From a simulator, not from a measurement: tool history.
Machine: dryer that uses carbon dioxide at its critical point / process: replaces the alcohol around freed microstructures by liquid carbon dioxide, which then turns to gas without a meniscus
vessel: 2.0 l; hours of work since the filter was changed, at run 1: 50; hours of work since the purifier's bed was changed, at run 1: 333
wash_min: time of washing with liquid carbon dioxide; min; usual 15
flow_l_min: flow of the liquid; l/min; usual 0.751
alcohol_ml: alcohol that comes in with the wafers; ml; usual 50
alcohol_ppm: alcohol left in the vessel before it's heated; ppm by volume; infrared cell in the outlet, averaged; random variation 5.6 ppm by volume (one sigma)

| run | hour | wash_min | flow_l_min | alcohol_ml | hours of work since the filter was changed | hours of work since the purifier's bed was changed | alcohol_ppm |
|---|---|---|---|---|---|---|---|
| 1 | 0 | 15 | 0.751 | 50 | 50 | 333 | 264 |
| 2 | 9 | 15 | 0.486 | 50 | 57 | 340 | 1048 |
| 3 | 15.2 | 15 | 0.751 | 50 | 61 | 344 | 276 |
| 4 | 27.6 | 15 | 0.751 | 50 | 70 | 353 | 276 |
| 5 | 40.5 | 15 | 0.751 | 50 | 80 | 363 | 297 |
| 6 | 53.6 | 15 | 0.751 | 50 | 89 | 373 | 292 |
| 7 | 68.8 | 15 | 0.751 | 50 | 101 | 384 | 298 |
| 8 | 81 | 15 | 0.751 | 50 | 110 | 393 | 310 |
| 9 | 88.8 | 15 | 0.751 | 50 | 115 | 399 | 310 |
| 10 | 95.4 | 15 | 0.751 | 50 | 120 | 403 | 324 |
| 11 | 103.3 | 15 | 0.751 | 50 | 126 | 409 | 320 |
| 12 | 113.8 | 15 | 0.751 | 50 | 134 | 417 | 323 |
| 13 | 123.2 | 15 | 0.751 | 50 | 141 | 424 | 327 |
| 14 | 132.3 | 15 | 0.751 | 50 | 147 | 431 | 325 |
| 15 | 141.1 | 15 | 0.751 | 24 | 154 | 437 | 229 |
| 16 | 155.8 | 15 | 0.751 | 50 | 165 | 448 | 346 |
| 17 | 169.1 | 13 | 0.751 | 50 | 175 | 458 | 540 |
| 18 | 184.3 | 15 | 0.8 | 50 | 186 | 469 | 303 |
| 19 | 199.2 | 11 | 0.541 | 30 | 197 | 480 | 1386 |
| 20 | 208.9 | 11 | 0.541 | 30 | 204 | 487 | 1394 |
| 21 | 216.8 | 11 | 0.541 | 30 | 210 | 493 | 1380 |
| 22 | 230.8 | 11 | 0.541 | 30 | 220 | 503 | 1388 |
| 23 | 238.5 | 16 | 0.814 | 55 | 226 | 509 | 251 |
| 24 | 249.9 | 14 | 0.959 | 93 | 234 | 517 | 333 |
| 25 | 257.9 | 9 | 0.86 | 91 | 240 | 523 | 2153 |
| 26 | 267.8 | 11 | 0.86 | 91 | 247 | 530 | 1146 |
| 27 | 281.6 | 11 | 1.114 | 72 | 257 | 541 | 423 |
| 28 | 293.1 | 11 | 1.114 | 63 | 266 | 549 | 394 |
| 29 | 302 | 20 | 0.901 | 84 | 272 | 556 | 171 |
| 30 | 313.9 | 18 | 0.901 | 25 | 281 | 564 | 173 |
| 31 | 325.2 | 14 | 0.922 | 50 | 290 | 573 | 306 |
| 32 | 334.5 | 23 | 0.922 | 50 | 296 | 580 | 149 |
| 33 | 347.7 | 23 | 0.922 | 50 | 306 | 589 | 152 |
| 34 | 358.1 | 23 | 0.922 | 50 | 314 | 597 | 147 |
| 35 | 371 | 17 | 0.812 | 66 | 323 | 606 | 305 |

Each row is a separate what-if for the run after 35, all from the same tool condition, not one after another. Results?
| A | 386.1 | 12 | 0.699 | 37 | 334 | 618 | ? |
| B | 386.1 | 17 | 1.21 | 48 | 334 | 618 | ? |
| C | 386.1 | 15 | 0.897 | 60 | 334 | 618 | ? |

| run | alcohol_ppm |
|---|---|
| A | 872 |
| B | 166 |
| C | 316 |
Had the tool no hidden state, the same runs would have come out as:
| run | alcohol_ppm |
|---|---|
| A | 436 |
| B | 13 |
| C | 83 |
